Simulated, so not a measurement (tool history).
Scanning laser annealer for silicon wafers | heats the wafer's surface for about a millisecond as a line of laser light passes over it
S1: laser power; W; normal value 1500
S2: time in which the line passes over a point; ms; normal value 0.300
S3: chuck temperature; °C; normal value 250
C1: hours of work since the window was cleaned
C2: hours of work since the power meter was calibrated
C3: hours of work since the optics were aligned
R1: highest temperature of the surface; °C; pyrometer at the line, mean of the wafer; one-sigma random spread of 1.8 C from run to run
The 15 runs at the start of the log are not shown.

run   hour    S1     S2   S3   C1   C2   C3    R1
 16  417.1  1500  0.300  261  549  470  921   950
     437.1  -- optics aligned, line set to its width
 17  461.3  1635  0.331  286  574  495   16  1103
     470.5  -- window over the wafer cleaned
 18  500.1  1323  0.300  239   19  519   39   853
 19  525.0  1323  0.300  239   35  535   56   851
     531.3  -- laser's power meter calibrated
 20  563.9  1387  0.300  260   59   21   79   912
 21  586.3  1500  0.316  219   73   36   93   953
 22  607.8  1500  0.316  219   87   50  107   955
 23  630.7  1435  0.300  260  102   64  122   937
 24  650.5  1435  0.300  260  115   77  135   938
     659.3  -- laser's power meter calibrated, once more
 25  688.6  1522  0.266  217  137   19  158   904
 26  713.2  1522  0.377  256  153   35  174  1058
 27  731.3  1522  0.377  256  165   47  185  1056
 28  763.3  1409  0.300  236  186   67  206   894
 29  780.0  1409  0.300  236  197   78  217   891
 30  812.7  1409  0.300  236  218   99  238   894
 31  833.8  1409  0.300  236  231  113  252   892

Each row is a separate what-if for the run after 31, all from the same tool condition, not one after another. Results?
  A  851.3  1509  0.313  248  243  124  263   ?
  B  851.3  1297  0.300  272  243  124  263   ?
  C  851.3  1454  0.228  216  243  124  263   ?

run   R1
  A  973
  B  862
  C  817
Without the tool's hidden state the same runs would have given:
run   R1
  A  982
  B  869
  C  824
